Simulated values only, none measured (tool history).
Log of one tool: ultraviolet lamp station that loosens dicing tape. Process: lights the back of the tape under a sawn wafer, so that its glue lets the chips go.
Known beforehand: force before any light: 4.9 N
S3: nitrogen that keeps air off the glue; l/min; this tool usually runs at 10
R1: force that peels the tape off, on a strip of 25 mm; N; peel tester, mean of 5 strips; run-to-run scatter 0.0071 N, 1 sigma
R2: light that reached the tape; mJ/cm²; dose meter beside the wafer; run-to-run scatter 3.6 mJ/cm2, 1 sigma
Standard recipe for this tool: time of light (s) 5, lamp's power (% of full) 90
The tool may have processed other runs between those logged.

{"run": 1, "day": 0.0, "time of light (s)": 5, "lamp's power (% of full)": 90, "S3": 10, "R1": 0.326, "R2": 483}
{"run": 2, "day": 0.712, "time of light (s)": 5, "lamp's power (% of full)": 79, "S3": 10, "R1": 0.399, "R2": 421}
{"run": 3, "day": 1.288, "time of light (s)": 5, "lamp's power (% of full)": 79, "S3": 10, "R1": 0.404, "R2": 417}
{"run": 4, "day": 1.779, "time of light (s)": 5, "lamp's power (% of full)": 80, "S3": 10, "R1": 0.415, "R2": 420}
{"run": 5, "day": 2.338, "time of light (s)": 5, "lamp's power (% of full)": 80, "S3": 10, "R1": 0.422, "R2": 417}
{"run": 6, "day": 2.725, "time of light (s)": 5, "lamp's power (% of full)": 80, "S3": 10, "R1": 0.415, "R2": 418}
{"run": 7, "day": 3.288, "time of light (s)": 5, "lamp's power (% of full)": 80, "S3": 10, "R1": 0.438, "R2": 406}
{"run": 8, "day": 3.783, "time of light (s)": 3, "lamp's power (% of full)": 80, "S3": 10, "R1": 0.993, "R2": 248}
{"run": 9, "day": 4.2, "time of light (s)": 3, "lamp's power (% of full)": 80, "S3": 10, "R1": 0.984, "R2": 246}
{"run": 10, "day": 4.9, "time of light (s)": 3, "lamp's power (% of full)": 80, "S3": 10, "R1": 1.037, "R2": 243}
{"run": 11, "day": 5.3, "time of light (s)": 3, "lamp's power (% of full)": 80, "S3": 10, "R1": 1.048, "R2": 242}
{"day": 5.379, "done": "window cleaned of glue's vapour"}
{"run": 12, "day": 6.054, "time of light (s)": 5, "lamp's power (% of full)": 90, "S3": 8, "R1": 0.472, "R2": 422}
{"run": 13, "day": 6.596, "time of light (s)": 5, "lamp's power (% of full)": 90, "S3": 8, "R1": 0.484, "R2": 412}
{"run": 14, "day": 7.254, "time of light (s)": 5, "lamp's power (% of full)": 90, "S3": 8, "R1": 0.488, "R2": 420}
{"run": 15, "day": 7.925, "time of light (s)": 5, "lamp's power (% of full)": 90, "S3": 8, "R1": 0.493, "R2": 408}
{"run": 16, "day": 8.267, "time of light (s)": 5, "lamp's power (% of full)": 90, "S3": 8, "R1": 0.505, "R2": 410}
{"run": 17, "day": 8.721, "time of light (s)": 5, "lamp's power (% of full)": 90, "S3": 8, "R1": 0.51, "R2": 400}
{"run": 18, "day": 9.238, "time of light (s)": 5, "lamp's power (% of full)": 90, "S3": 8, "R1": 0.507, "R2": 405}
{"run": 19, "day": 9.725, "time of light (s)": 5, "lamp's power (% of full)": 98, "S3": 10, "R1": 0.392, "R2": 434}
{"day": 9.788, "done": "window cleaned of glue's vapour, once more"}
{"run": 20, "day": 10.075, "time of light (s)": 3, "lamp's power (% of full)": 66, "S3": 12, "R1": 1.105, "R2": 214}
{"run": 21, "day": 10.704, "time of light (s)": 5, "lamp's power (% of full)": 72, "S3": 5, "R1": 0.747, "R2": 385}
{"run": 22, "day": 11.096, "time of light (s)": 3, "lamp's power (% of full)": 87, "S3": 5, "R1": 1.189, "R2": 279}
{"run": 23, "day": 11.454, "time of light (s)": 3, "lamp's power (% of full)": 90, "S3": 4, "R1": 1.254, "R2": 286}
{"run": 24, "day": 12.038, "time of light (s)": 3, "lamp's power (% of full)": 71, "S3": 4, "R1": 1.649, "R2": 222}
{"run": 25, "day": 12.354, "time of light (s)": 5, "lamp's power (% of full)": 73, "S3": 10, "R1": 0.473, "R2": 379}
{"run": 26, "day": 12.842, "time of light (s)": 2, "lamp's power (% of full)": 87, "S3": 14, "R1": 1.313, "R2": 183}
{"run": 27, "day": 13.221, "time of light (s)": 3, "lamp's power (% of full)": 100, "S3": 5, "R1": 0.98, "R2": 310}
{"run": 28, "day": 13.683, "time of light (s)": 3, "lamp's power (% of full)": 100, "S3": 5, "R1": 0.982, "R2": 308}
{"run": 29, "day": 14.162, "time of light (s)": 10, "lamp's power (% of full)": 90, "S3": 10, "R1": 0.187, "R2": 921}
{"run": 30, "day": 14.704, "time of light (s)": 10, "lamp's power (% of full)": 90, "S3": 10, "R1": 0.2, "R2": 920}
{"run": 31, "day": 15.288, "time of light (s)": 7, "lamp's power (% of full)": 63, "S3": 11, "R1": 0.373, "R2": 441}

Selected run-to-run steps in R1, each split into two signed amounts: the part the tool would show with no hidden state at all (from settings, incoming material and random variation), and the remainder, which goes to the hidden state together with any gauge scatter not common to the measured and the hidden-state-free results:
Hidden state present: lamp's light, % of a new lamp's; light that the window lets through, % of a clean one's; drift of the gauge itself on peel_n, %; drift of the gauge itself on dose_mj_cm2, %.
Run 24 -> 25: time of light (s) 3 -> 5, lamp's power (% of full) 71 -> 73, S3 4 -> 10. R1 -1.176 N: hidden state -0.227, all else -0.949.
Run 25 -> 26: time of light (s) 5 -> 2, lamp's power (% of full) 73 -> 87, S3 10 -> 14. R1 +0.84 N: hidden state +0.216, all else +0.624.
Run 28 -> 29: time of light (s) 3 -> 10, lamp's power (% of full) 100 -> 90, S3 5 -> 10. R1 -0.795 N: hidden state -0.307, all else -0.488.
